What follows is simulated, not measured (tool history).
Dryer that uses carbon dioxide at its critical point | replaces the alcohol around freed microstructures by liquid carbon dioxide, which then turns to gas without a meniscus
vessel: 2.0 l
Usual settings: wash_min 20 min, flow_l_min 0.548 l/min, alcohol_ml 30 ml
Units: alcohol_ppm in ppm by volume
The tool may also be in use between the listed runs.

run   hour  wash_min  flow_l_min  alcohol_ml  alcohol_ppm
  1    0.0        20       0.548          30          283
  2    7.3        20       0.548          30          288
  3   17.0        20       0.548          30          291
  4   23.2        20       0.548          30          312
  5   27.8        29       0.548          30          106
  6   38.0        20       0.548          30          305
  7   42.5        20       0.548          30          305
  8   52.2        20       0.548          30          305
  9   59.3        20       0.548          30          307
 10   64.8        20       0.548          30          299
 11   72.9        26       0.548          30          152
 12   77.5        26       0.548          30          146
 13   85.9        20       0.548          38          391
 14   95.9        20       0.548          20          242
 15  105.6        20       0.548          20          249
 16  112.9        20       0.548          30          318
 17  117.1        20       0.548          30          324
 18  121.5        20       0.548          30          327
 19  126.8        20       0.548          30          319
     130.8  -- inlet filter changed
 20  132.3        20       0.653          30          159
 21  138.8        20       0.548          23          232
 22  145.1        20       0.548          30          260
 23  152.5        20       0.548          30          272
 24  157.0        20       0.548          48          375
 25  166.0        20       0.548          48          379
 26  172.1        20       0.548          48          393
 27  179.7        20       0.548          48          389
 28  188.9        29       0.418          80          422
 29  197.2        13       0.775          83          768
 30  204.0        15       0.350          57         3636
 31  212.4        27       0.811          94          108
 32  218.0        27       0.811          94          117
 33  222.3        27       0.550          94          235
 34  226.6        27       0.899          20          104
 35  233.1        27       0.899          20           98
 36  241.2        13       0.454          66         3262
 37  250.1        18       0.387          36         1266
 38  260.2        18       0.387          36         1279
 39  267.7        19       0.387          36         1125
 40  275.2        19       0.589          36          319
 41  283.8        20       0.706          28          159
 42  290.1        17       0.392         119         4652
 43  294.9        13       0.548          42         1348
 44  304.2        23       0.548          98          444
 45  310.9        16       0.353          98         5662
 46  317.0        16       0.407          35         1526

Forecast each of these 5 alternatives for the next run:
  A  322.7        19       0.350         117            ?
  B  322.7        31       0.500          26            ?
  C  322.7        16       0.445          62            ?
  D  322.7        20       0.489          30            ?
  E  322.7        20       0.548          48            ?

run  alcohol_ppm
  A         4429
  B          159
  C         2066
  D          438
  E          426
Without the tool's hidden state the same runs would have given:
run  alcohol_ppm
  A         4004
  B           37
  C         1796
  D          287
  E          274

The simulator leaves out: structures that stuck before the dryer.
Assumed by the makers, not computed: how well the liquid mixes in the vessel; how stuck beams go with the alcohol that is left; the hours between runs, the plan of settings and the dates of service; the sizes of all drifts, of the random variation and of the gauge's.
